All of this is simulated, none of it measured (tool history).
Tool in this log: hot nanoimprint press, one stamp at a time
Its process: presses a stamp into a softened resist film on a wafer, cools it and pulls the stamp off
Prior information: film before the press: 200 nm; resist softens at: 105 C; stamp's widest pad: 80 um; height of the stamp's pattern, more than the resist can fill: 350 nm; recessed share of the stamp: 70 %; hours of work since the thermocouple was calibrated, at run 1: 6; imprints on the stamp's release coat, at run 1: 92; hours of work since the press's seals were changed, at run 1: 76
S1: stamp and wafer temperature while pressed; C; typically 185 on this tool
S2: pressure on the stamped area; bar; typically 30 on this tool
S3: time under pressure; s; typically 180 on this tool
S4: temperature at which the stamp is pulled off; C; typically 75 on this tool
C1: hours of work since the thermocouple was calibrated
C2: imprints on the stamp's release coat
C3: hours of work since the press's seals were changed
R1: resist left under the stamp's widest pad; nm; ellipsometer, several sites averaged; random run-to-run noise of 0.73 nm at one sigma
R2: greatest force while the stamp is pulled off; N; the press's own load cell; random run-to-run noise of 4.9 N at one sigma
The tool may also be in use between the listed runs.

run	day	S1	S2	S3	S4	C1	C2	C3	R1	R2
1	0	185	30	180	75	6	92	76	113.8	245
2	0.308	185	30	113	75	12	130	81	128.2	241
3	0.55	185	30	180	75	17	159	86	115.4	237
4	0.875	185	30	180	75	23	199	92	114.6	241
5	1.125	178	30	180	75	27	229	97	139.5	254
6	1.396	178	30	180	75	33	262	102	140.1	246
7	1.742	178	30	180	75	39	304	109	140.1	246
8	2.15	185	30	180	75	47	354	117	115.3	252
9	2.658	185	30	180	75	57	415	126	115.7	250
10	3.208	185	30	180	73	67	482	137	116.2	260
11	3.446	185	30	180	73	72	511	142	115.6	266
12	3.688	185	30	180	73	77	540	146	117.5	262
13	4.162	185	30	180	73	86	599	155	117.3	272
14	4.538	185	30	180	73	93	644	162	115.5	258
15	4.788	174	30	180	75	98	674	167	153	263
16	5.158	174	30	180	75	105	719	174	154.4	261
# day 5.317: plate thermocouple calibrated
17	5.783	174	30	180	75	9	780	184	156.4	257
18	6.288	185	30	180	61	19	841	193	117.5	311
19	6.554	185	30	180	61	24	874	199	117.9	307
20	7.054	185	18.9	329	61	33	934	208	121.8	310
21	7.438	188	31.5	102	79	41	981	215	122.8	262
# day 7.642: plate thermocouple calibrated, once more
22	7.95	185	42	164	74	6	1028	223	100.7	268
23	8.379	178	36.8	199	75	14	1080	231	125	278
24	8.683	178	20.7	130	75	20	1117	237	166.2	280
25	9.179	196	18.7	204	68	29	1178	246	104.2	311
# day 9.525: stamp cleaned and given a new release coat
26	9.812	196	18.7	204	68	37	35	254	104.6	269
27	10.083	196	37.2	204	68	42	68	259	71.3	265
28	10.371	178	37.2	277	68	47	103	264	115.3	263
29	10.696	178	37.2	277	68	54	143	271	115.7	265
30	10.975	192	37.2	165	63	59	176	276	86.4	280

What differs in the tool's unlogged condition from the final listed run ahead of each entry between runs to the first listed run following it?
Between runs 16 and 17: plate thermocouple calibrated (day 5.317)
  true temperature over the reading, C: -0.23 -> -0.43; pressure that arrives at the usual setting, %: 99.81 -> 99.78; grip of the stamp's worn release coat, % over a new coat's: 10.3 -> 11.1
  measured result minus the result with no hidden state, R1: +0.9 -> +1.6 nm; R2: +25 -> +27 N
Between runs 21 and 22: plate thermocouple calibrated, once more (day 7.642)
  true temperature over the reading, C: -0.57 -> 0.01; pressure that arrives at the usual setting, %: 99.7 -> 99.68; grip of the stamp's worn release coat, % over a new coat's: 14.1 -> 14.8
  measured result minus the result with no hidden state, R1: +2 -> +0.2 nm; R2: +34 -> +35 N
Between runs 25 and 26: stamp cleaned and given a new release coat (day 9.525)
  true temperature over the reading, C: -0.1 -> -0.14; pressure that arrives at the usual setting, %: 99.62 -> 99.6; grip of the stamp's worn release coat, % over a new coat's: 17 -> 0.5
  measured result minus the result with no hidden state, R1: +0.4 -> +0.5 nm; R2: +45 -> +2 N
